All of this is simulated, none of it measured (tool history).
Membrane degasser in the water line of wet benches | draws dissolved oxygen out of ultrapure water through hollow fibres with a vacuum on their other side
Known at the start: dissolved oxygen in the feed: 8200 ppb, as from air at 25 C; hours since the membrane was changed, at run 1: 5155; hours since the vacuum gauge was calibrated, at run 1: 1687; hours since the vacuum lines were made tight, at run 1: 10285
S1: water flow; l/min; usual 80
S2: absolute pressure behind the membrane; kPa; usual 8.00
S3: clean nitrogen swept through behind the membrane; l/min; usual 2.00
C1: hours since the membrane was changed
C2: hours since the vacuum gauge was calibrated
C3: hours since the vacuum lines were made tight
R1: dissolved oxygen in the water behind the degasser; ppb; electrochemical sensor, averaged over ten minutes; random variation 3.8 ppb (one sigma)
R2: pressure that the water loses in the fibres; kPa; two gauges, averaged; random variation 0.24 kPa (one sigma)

Run 1, day 0.000: usual settings; C1 5155; C2 1687; C3 10285. Result: R1 470.6 ppb, R2 63.97 kPa.
Run 2, day 5.912: usual settings but S1 78 l/min; C1 5297; C2 1829; C3 10427. Result: R1 454.2 ppb, R2 62.91 kPa.
Run 3, day 11.912: usual settings but S1 78 l/min, S2 4.87 kPa; C1 5441; C2 1973; C3 10571. Result: R1 228.3 ppb, R2 62.88 kPa.
Run 4, day 15.408: usual settings but S1 78 l/min, S2 4.87 kPa; C1 5525; C2 2057; C3 10655. Result: R1 229.3 ppb, R2 62.69 kPa.
Run 5, day 22.704: usual settings but S1 78 l/min, S2 4.87 kPa; C1 5700; C2 2232; C3 10830. Result: R1 226.8 ppb, R2 63.00 kPa.
Run 6, day 28.408: usual settings but S2 6.72 kPa; C1 5837; C2 2369; C3 10967. Result: R1 381.8 ppb, R2 64.97 kPa.
Run 7, day 31.696: usual settings but S2 6.72 kPa, S3 1.30 l/min; C1 5916; C2 2448; C3 11046. Result: R1 479.6 ppb, R2 64.68 kPa.
Run 8, day 39.633: usual settings but S2 5.38 kPa; C1 6106; C2 2638; C3 11236. Result: R1 275.1 ppb, R2 64.60 kPa.
Run 9, day 43.271: usual settings; C1 6194; C2 2726; C3 11324. Result: R1 471.0 ppb, R2 64.71 kPa.
At day 48.067: seals of the vacuum lines changed.
Run 10, day 49.300: usual settings but S1 83 l/min; C1 6336; C2 2868; C3 30. Result: R1 487.1 ppb, R2 67.20 kPa.
At day 50.046: vacuum gauge calibrated.
Run 11, day 53.296: usual settings but S1 83 l/min; C1 6432; C2 78; C3 125. Result: R1 499.1 ppb, R2 66.68 kPa.
Run 12, day 61.238: usual settings but S1 98 l/min, S2 7.15 kPa; C1 6622; C2 269; C3 316. Result: R1 509.1 ppb, R2 79.79 kPa.
Run 13, day 64.742: usual settings but S2 6.84 kPa, S3 1.30 l/min; C1 6706; C2 353; C3 400. Result: R1 501.3 ppb, R2 64.93 kPa.
Run 14, day 71.208: usual settings but S2 5.80 kPa, S3 1.05 l/min; C1 6862; C2 508; C3 555. Result: R1 446.6 ppb, R2 64.76 kPa.
Run 15, day 78.988: usual settings but S1 51 l/min, S2 10.23 kPa, S3 3.35 l/min; C1 7048; C2 695; C3 742. Result: R1 283.1 ppb, R2 41.60 kPa.
Run 16, day 82.967: usual settings but S1 51 l/min, S2 10.23 kPa, S3 3.35 l/min; C1 7144; C2 790; C3 837. Result: R1 283.9 ppb, R2 41.69 kPa.
At day 87.304: vacuum gauge calibrated, once more.
Run 17, day 89.888: usual settings but S1 51 l/min, S2 10.23 kPa, S3 3.35 l/min; C1 7309; C2 62; C3 1003. Result: R1 273.1 ppb, R2 41.70 kPa.
Run 18, day 93.646: usual settings but S1 51 l/min, S2 10.23 kPa, S3 3.35 l/min; C1 7400; C2 152; C3 1093. Result: R1 270.7 ppb, R2 41.67 kPa.
Run 19, day 99.992: usual settings but S1 65 l/min, S2 8.83 kPa, S3 2.02 l/min; C1 7552; C2 305; C3 1245. Result: R1 419.9 ppb, R2 52.93 kPa.
Run 20, day 105.638: usual settings but S1 120 l/min, S2 8.36 kPa, S3 1.62 l/min; C1 7687; C2 440; C3 1381. Result: R1 789.4 ppb, R2 98.39 kPa.
Run 21, day 111.317: usual settings but S1 120 l/min, S2 10.15 kPa, S3 0.87 l/min; C1 7824; C2 576; C3 1517. Result: R1 1341.8 ppb, R2 98.01 kPa.
Run 22, day 117.529: usual settings but S1 120 l/min, S2 10.15 kPa, S3 0.87 l/min; C1 7973; C2 725; C3 1666. Result: R1 1343.6 ppb, R2 98.68 kPa.

Forecast each of these 3 alternatives for the next run:
Run A, day 125.158: usual settings but S1 53 l/min, S2 14.29 kPa, S3 1.77 l/min; C1 8156; C2 909; C3 1849. Result: R1 ?, R2 ?.
Run B, day 125.158: usual settings but S1 106 l/min, S2 5.70 kPa; C1 8156; C2 909; C3 1849. Result: R1 ?, R2 ?.
Run C, day 125.158: usual settings but S1 120 l/min, S2 6.76 kPa, S3 2.69 l/min; C1 8156; C2 909; C3 1849. Result: R1 ?, R2 ?.

run     R1     R2
  A  691.4  43.41
  B  404.0  86.74
  C  493.3  98.70
Without the tool's hidden state the same runs would have given:
run     R1     R2
  A  681.4  41.32
  B  374.1  82.54
  C  459.6  93.94
